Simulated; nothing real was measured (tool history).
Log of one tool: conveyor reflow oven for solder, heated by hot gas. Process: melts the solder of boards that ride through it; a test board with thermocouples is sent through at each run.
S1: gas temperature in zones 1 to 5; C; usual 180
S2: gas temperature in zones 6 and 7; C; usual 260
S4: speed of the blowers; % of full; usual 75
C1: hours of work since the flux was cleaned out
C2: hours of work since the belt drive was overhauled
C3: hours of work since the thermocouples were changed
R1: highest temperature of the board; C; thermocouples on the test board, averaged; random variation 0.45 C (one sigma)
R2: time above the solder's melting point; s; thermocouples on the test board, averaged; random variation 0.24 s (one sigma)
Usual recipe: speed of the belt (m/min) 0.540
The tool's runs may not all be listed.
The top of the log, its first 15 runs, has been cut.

run 16 hour=88.4 | S1=191 S2=270 speed_of_the_belt_(m/min)=0.540 S4=71 | C1=171 C2=244 C3=689 | R1=259.1 R2=60.1
run 17 hour=95.0 | S1=180 S2=274 speed_of_the_belt_(m/min)=0.649 S4=76 | C1=175 C2=248 C3=693 | R1=255.6 R2=44.6
run 18 hour=99.3 | S1=180 S2=267 speed_of_the_belt_(m/min)=0.540 S4=75 | C1=178 C2=250 C3=696 | R1=255.1 R2=54.5
run 19 hour=108.1 | S1=180 S2=267 speed_of_the_belt_(m/min)=0.540 S4=75 | C1=183 C2=256 C3=701 | R1=255.1 R2=54.9
run 20 hour=114.8 | S1=174 S2=260 speed_of_the_belt_(m/min)=0.540 S4=65 | C1=187 C2=260 C3=705 | R1=246.1 R2=47.0
run 21 hour=122.4 | S1=177 S2=271 speed_of_the_belt_(m/min)=0.527 S4=79 | C1=192 C2=264 C3=709 | R1=259.0 R2=57.3
run 22 hour=129.4 | S1=177 S2=251 speed_of_the_belt_(m/min)=0.558 S4=79 | C1=196 C2=269 C3=714 | R1=239.8 R2=42.0
run 23 hour=138.2 | S1=177 S2=266 speed_of_the_belt_(m/min)=0.621 S4=79 | C1=201 C2=274 C3=719 | R1=250.8 R2=43.5
run 24 hour=144.5 | S1=174 S2=267 speed_of_the_belt_(m/min)=0.629 S4=69 | C1=205 C2=278 C3=723 | R1=248.5 R2=40.7
run 25 hour=151.2 | S1=168 S2=260 speed_of_the_belt_(m/min)=0.540 S4=81 | C1=209 C2=282 C3=727 | R1=248.4 R2=46.9
run 26 hour=157.0 | S1=168 S2=260 speed_of_the_belt_(m/min)=0.540 S4=81 | C1=213 C2=285 C3=730 | R1=247.6 R2=46.5
run 27 hour=165.1 | S1=169 S2=260 speed_of_the_belt_(m/min)=0.563 S4=73 | C1=218 C2=290 C3=735 | R1=245.3 R2=42.4
run 28 hour=173.5 | S1=195 S2=252 speed_of_the_belt_(m/min)=0.540 S4=75 | C1=223 C2=295 C3=740 | R1=243.3 R2=53.9
run 29 hour=179.6 | S1=180 S2=260 speed_of_the_belt_(m/min)=0.540 S4=65 | C1=226 C2=299 C3=744 | R1=246.8 R2=49.2
run 30 hour=188.4 | S1=180 S2=259 speed_of_the_belt_(m/min)=0.474 S4=75 | C1=232 C2=304 C3=749 | R1=250.6 R2=60.5

Here are 5 independent what-if runs from the current tool condition. What would each one return?
run A hour=195.9 | S1=172 S2=260 speed_of_the_belt_(m/min)=0.540 S4=61 | C1=236 C2=309 C3=754 | R1=? R2=?
run B hour=195.9 | S1=193 S2=274 speed_of_the_belt_(m/min)=0.474 S4=75 | C1=236 C2=309 C3=754 | R1=? R2=?
run C hour=195.9 | S1=180 S2=266 speed_of_the_belt_(m/min)=0.518 S4=82 | C1=236 C2=309 C3=754 | R1=? R2=?
run D hour=195.9 | S1=180 S2=259 speed_of_the_belt_(m/min)=0.499 S4=75 | C1=236 C2=309 C3=754 | R1=? R2=?
run E hour=195.9 | S1=180 S2=260 speed_of_the_belt_(m/min)=0.540 S4=73 | C1=236 C2=309 C3=754 | R1=? R2=?

run=A R1=244.9 R2=45.0
run=B R1=265.2 R2=73.3
run=C R1=255.8 R2=58.0
run=D R1=249.1 R2=56.6
run=E R1=248.1 R2=50.8
What these runs would have given with no unlogged condition in the tool:
run=A R1=246.9 R2=46.5
run=B R1=267.0 R2=73.6
run=C R1=257.8 R2=58.9
run=D R1=251.0 R2=57.8
run=E R1=250.0 R2=52.1

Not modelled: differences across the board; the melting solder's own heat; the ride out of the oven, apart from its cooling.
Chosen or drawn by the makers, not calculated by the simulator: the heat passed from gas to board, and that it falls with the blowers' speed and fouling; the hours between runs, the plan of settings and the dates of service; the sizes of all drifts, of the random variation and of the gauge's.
